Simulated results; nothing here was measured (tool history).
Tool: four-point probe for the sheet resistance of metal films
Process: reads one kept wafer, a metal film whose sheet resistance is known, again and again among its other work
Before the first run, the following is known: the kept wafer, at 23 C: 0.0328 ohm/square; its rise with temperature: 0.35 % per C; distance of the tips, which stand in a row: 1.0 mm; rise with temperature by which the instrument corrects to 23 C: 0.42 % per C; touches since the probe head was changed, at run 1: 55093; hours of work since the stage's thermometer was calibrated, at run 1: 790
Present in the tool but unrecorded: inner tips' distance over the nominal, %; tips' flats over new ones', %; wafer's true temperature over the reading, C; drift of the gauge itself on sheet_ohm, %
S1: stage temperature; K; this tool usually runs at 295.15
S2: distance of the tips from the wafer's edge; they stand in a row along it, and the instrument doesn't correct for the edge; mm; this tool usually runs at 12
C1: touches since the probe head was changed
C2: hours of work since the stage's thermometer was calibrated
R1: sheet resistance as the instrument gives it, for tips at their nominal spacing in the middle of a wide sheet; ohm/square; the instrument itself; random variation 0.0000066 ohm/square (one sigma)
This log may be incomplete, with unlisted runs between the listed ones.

run   hour      S1  S2     C1    C2        R1
  1      0  295.15  12  55093   790  0.033193
  2   62.5  304.15  12  56993   816  0.033007
  3     99  295.15   7  58104   831  0.033425
  4  165.5  294.15   7  60128   859  0.033451
  5  204.3  294.15   7  61307   875  0.033472
  6  241.9  294.15   7  62451   890   0.03347
  7  318.8  302.15  32  64790   922  0.032963
  8  375.6  303.15  44  66517   946  0.032935
  9  427.9  303.15  26  68107   968  0.032945
 10    483  303.15  26  69785   990  0.032952
 11    548  304.15  16  71760  1017  0.032981
 12  618.4  304.15  16  73901  1047  0.032978

For some of the steps in R1 from one run to the next: how much would appear even if the tool had no hidden state, given the settings, what came in and random variation, and how much remains for the hidden state plus any gauge scatter that the measured result and the result without hidden state don't share?
Run 2 -> 3: S1 304.15 -> 295.15, S2 12 -> 7. R1 +0.000418 ohm/square: hidden state +0.000004, all else +0.000414.
Run 6 -> 7: S1 294.15 -> 302.15, S2 7 -> 32. R1 -0.000507 ohm/square: hidden state +0, all else -0.000507.
